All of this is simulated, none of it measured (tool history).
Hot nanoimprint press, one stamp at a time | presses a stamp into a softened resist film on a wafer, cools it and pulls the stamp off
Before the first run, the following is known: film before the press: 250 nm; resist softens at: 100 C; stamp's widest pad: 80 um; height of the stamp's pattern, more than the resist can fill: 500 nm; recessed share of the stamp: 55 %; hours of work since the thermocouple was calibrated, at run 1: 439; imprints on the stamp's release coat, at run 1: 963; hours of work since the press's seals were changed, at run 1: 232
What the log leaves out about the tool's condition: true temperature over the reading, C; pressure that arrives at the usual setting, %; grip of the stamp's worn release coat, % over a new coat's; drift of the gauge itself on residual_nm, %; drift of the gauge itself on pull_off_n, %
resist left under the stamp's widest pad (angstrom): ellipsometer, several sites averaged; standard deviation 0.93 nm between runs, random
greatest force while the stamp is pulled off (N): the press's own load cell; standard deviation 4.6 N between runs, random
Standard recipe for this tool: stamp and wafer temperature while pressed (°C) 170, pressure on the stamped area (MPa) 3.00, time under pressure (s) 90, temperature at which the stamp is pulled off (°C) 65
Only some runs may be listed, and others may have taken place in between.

| run | hour | stamp and wafer temperature while pressed (°C) | pressure on the stamped area (MPa) | time under pressure (s) | temperature at which the stamp is pulled off (°C) | hours of work since the thermocouple was calibrated | imprints on the stamp's release coat | hours of work since the press's seals were changed | resist left under the stamp's widest pad (angstrom) | greatest force while the stamp is pulled off (N) |
|---|---|---|---|---|---|---|---|---|---|---|
| 1 | 0.0 | 170 | 3.00 | 90 | 65 | 439 | 963 | 232 | 1233 | 277 |
| 2 | 8.0 | 170 | 3.00 | 90 | 65 | 444 | 995 | 237 | 1240 | 288 |
| 3 | 19.8 | 170 | 3.00 | 90 | 65 | 452 | 1043 | 244 | 1237 | 274 |
| 4 | 28.8 | 170 | 3.00 | 90 | 65 | 457 | 1078 | 250 | 1224 | 287 |
|  | 51.3 | stamp cleaned and given a new release coat |
| 5 | 52.3 | 170 | 3.00 | 90 | 70 | 468 | 4 | 260 | 1244 | 187 |
| 6 | 66.5 | 170 | 3.00 | 90 | 65 | 477 | 61 | 269 | 1237 | 214 |
| 7 | 84.2 | 170 | 3.00 | 90 | 65 | 487 | 132 | 280 | 1238 | 217 |
| 8 | 94.5 | 170 | 3.00 | 90 | 73 | 494 | 173 | 286 | 1235 | 187 |
| 9 | 112.8 | 170 | 3.00 | 90 | 73 | 505 | 247 | 298 | 1227 | 186 |
| 10 | 124.8 | 170 | 3.00 | 90 | 73 | 512 | 295 | 305 | 1236 | 190 |
| 11 | 140.2 | 170 | 3.00 | 90 | 73 | 522 | 357 | 314 | 1236 | 197 |
| 12 | 153.3 | 170 | 3.00 | 90 | 73 | 530 | 409 | 323 | 1224 | 198 |
| 13 | 164.1 | 170 | 3.00 | 90 | 73 | 537 | 453 | 329 | 1227 | 202 |
| 14 | 176.1 | 170 | 3.00 | 90 | 73 | 544 | 501 | 337 | 1231 | 203 |
| 15 | 192.0 | 161 | 3.00 | 90 | 73 | 554 | 565 | 346 | 1617 | 208 |
| 16 | 210.4 | 161 | 3.00 | 87 | 51 | 565 | 638 | 358 | 1623 | 338 |
| 17 | 228.8 | 161 | 2.61 | 87 | 51 | 576 | 712 | 369 | 1712 | 339 |
| 18 | 238.9 | 170 | 2.88 | 85 | 65 | 583 | 753 | 375 | 1260 | 257 |
| 19 | 250.0 | 177 | 4.71 | 85 | 65 | 589 | 798 | 382 | 783 | 257 |
|  | 258.2 | plate thermocouple calibrated |
| 20 | 269.6 | 161 | 2.21 | 75 | 65 | 7 | 864 | 392 | 1971 | 286 |
| 21 | 280.4 | 170 | 2.43 | 90 | 65 | 14 | 908 | 399 | 1442 | 302 |
| 22 | 289.3 | 170 | 2.54 | 90 | 65 | 19 | 943 | 404 | 1426 | 287 |
| 23 | 306.3 | 180 | 3.00 | 90 | 65 | 30 | 1011 | 415 | 966 | 292 |
| 24 | 321.9 | 180 | 3.00 | 90 | 65 | 39 | 1074 | 424 | 961 | 290 |
|  | 344.7 | stamp cleaned and given a new release coat |
| 25 | 345.2 | 159 | 4.37 | 90 | 73 | 50 | 1 | 435 | 1572 | 191 |
| 26 | 362.4 | 171 | 3.00 | 73 | 65 | 60 | 71 | 446 | 1352 | 228 |
| 27 | 379.1 | 171 | 3.00 | 122 | 65 | 71 | 138 | 456 | 1150 | 233 |
| 28 | 393.8 | 170 | 3.00 | 79 | 65 | 80 | 197 | 465 | 1363 | 238 |
| 29 | 402.2 | 166 | 2.81 | 51 | 72 | 85 | 231 | 470 | 1750 | 204 |

What if the next run were any one of these 4? Each begins from the tool's condition after run 29:
| A | 416.3 | 166 | 3.11 | 46 | 72 | 94 | 287 | 479 | ? | ? |
| B | 416.3 | 165 | 3.00 | 105 | 60 | 94 | 287 | 479 | ? | ? |
| C | 416.3 | 170 | 2.54 | 90 | 55 | 94 | 287 | 479 | ? | ? |
| D | 416.3 | 159 | 3.31 | 51 | 52 | 94 | 287 | 479 | ? | ? |

| run | resist left under the stamp's widest pad (angstrom) | greatest force while the stamp is pulled off (N) |
|---|---|---|
| A | 1741 | 198 |
| B | 1465 | 273 |
| C | 1416 | 293 |
| D | 1955 | 307 |
Without the tool's unlogged condition, the same runs would have read:
| run | resist left under the stamp's widest pad (angstrom) | greatest force while the stamp is pulled off (N) |
|---|---|---|
| A | 1750 | 187 |
| B | 1476 | 256 |
| C | 1427 | 275 |
| D | 1964 | 289 |

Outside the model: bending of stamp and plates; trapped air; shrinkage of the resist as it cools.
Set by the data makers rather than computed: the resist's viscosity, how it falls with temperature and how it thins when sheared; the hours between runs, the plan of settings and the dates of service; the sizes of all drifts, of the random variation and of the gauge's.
